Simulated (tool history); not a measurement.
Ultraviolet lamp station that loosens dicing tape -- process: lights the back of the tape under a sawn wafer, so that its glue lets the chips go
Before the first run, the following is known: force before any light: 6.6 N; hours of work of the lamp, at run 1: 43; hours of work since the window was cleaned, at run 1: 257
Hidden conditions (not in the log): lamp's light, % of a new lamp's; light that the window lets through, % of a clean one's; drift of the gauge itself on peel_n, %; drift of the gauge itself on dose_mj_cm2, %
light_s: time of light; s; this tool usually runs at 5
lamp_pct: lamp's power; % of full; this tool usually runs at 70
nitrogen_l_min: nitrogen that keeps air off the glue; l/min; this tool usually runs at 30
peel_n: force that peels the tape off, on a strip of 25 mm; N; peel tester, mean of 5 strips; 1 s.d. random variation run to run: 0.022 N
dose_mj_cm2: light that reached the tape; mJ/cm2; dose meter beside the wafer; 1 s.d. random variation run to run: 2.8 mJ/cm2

run     day  light_s  lamp_pct  nitrogen_l_min  hours of work of the lamp  hours of work since the window was cleaned  peel_n  dose_mj_cm2
  1       0        5        70              30                         43                                         257   1.365          332
  2     0.8        5        70              30                         56                                         269   1.366          329
  3   1.588        5        70              30                         68                                         281   1.397          328
  4   2.538        5        70              30                         83                                         296   1.449          325
      2.712  -- window cleaned of glue's vapour
  5   3.238        5        70              30                         93                                           8   1.708          283
  6    3.85        5        70              30                        103                                          18   1.751          279
  7   4.562        5        70              30                        114                                          29   1.758          277
  8   4.979        5        70              30                        120                                          35   1.785          273
  9   5.546        5        70              30                        129                                          44    1.79          270
      6.392  -- window cleaned of glue's vapour, once more
 10   6.458        5        70              30                        143                                           1   1.195          364
 11   7.442        5        70              30                        158                                          16    1.25          365
 12   8.388        5        70              30                        173                                          31   1.264          356
 13   9.067        5        61              30                        184                                          42   1.595          308
 14   9.479        5        61              30                        190                                          48   1.554          305
 15   10.05        5        61              30                        199                                          57    1.57          305
 16  11.004        5        98              30                        214                                          72   0.754          482
 17    11.5        5        98              30                        222                                          80   0.823          471
 18  12.117        9        67              11                        231                                          89   1.122          585
 19  12.933        9        92              49                        244                                         102   0.283          793
 20  13.888        4        99              29                        259                                         117   1.171          365
 21  14.483        8        80              15                        268                                         126   0.878          598
 22  15.067        8        80              15                        277                                         135    0.89          592
 23  16.017        3        90              59                        292                                         150   1.533          248
 24  17.004        3        90              59                        307                                         165   1.605          244
 25   17.95        3        90              59                        322                                         180   1.588          238

Below are 3 alternative next runs, each starting from the tool's condition after run 25. Predict each:
  A  18.783       10        69              24                        335                                         193       ?            ?
  B  18.783        4        85              59                        335                                         193       ?            ?
  C  18.783        3        77              51                        335                                         193       ?            ?

run  peel_n  dose_mj_cm2
  A   0.612          604
  B   1.155          299
  C   2.002          201
Without the tool's hidden state the same runs would have given:
run  peel_n  dose_mj_cm2
  A   0.391          788
  B   0.745          390
  C    1.44          263
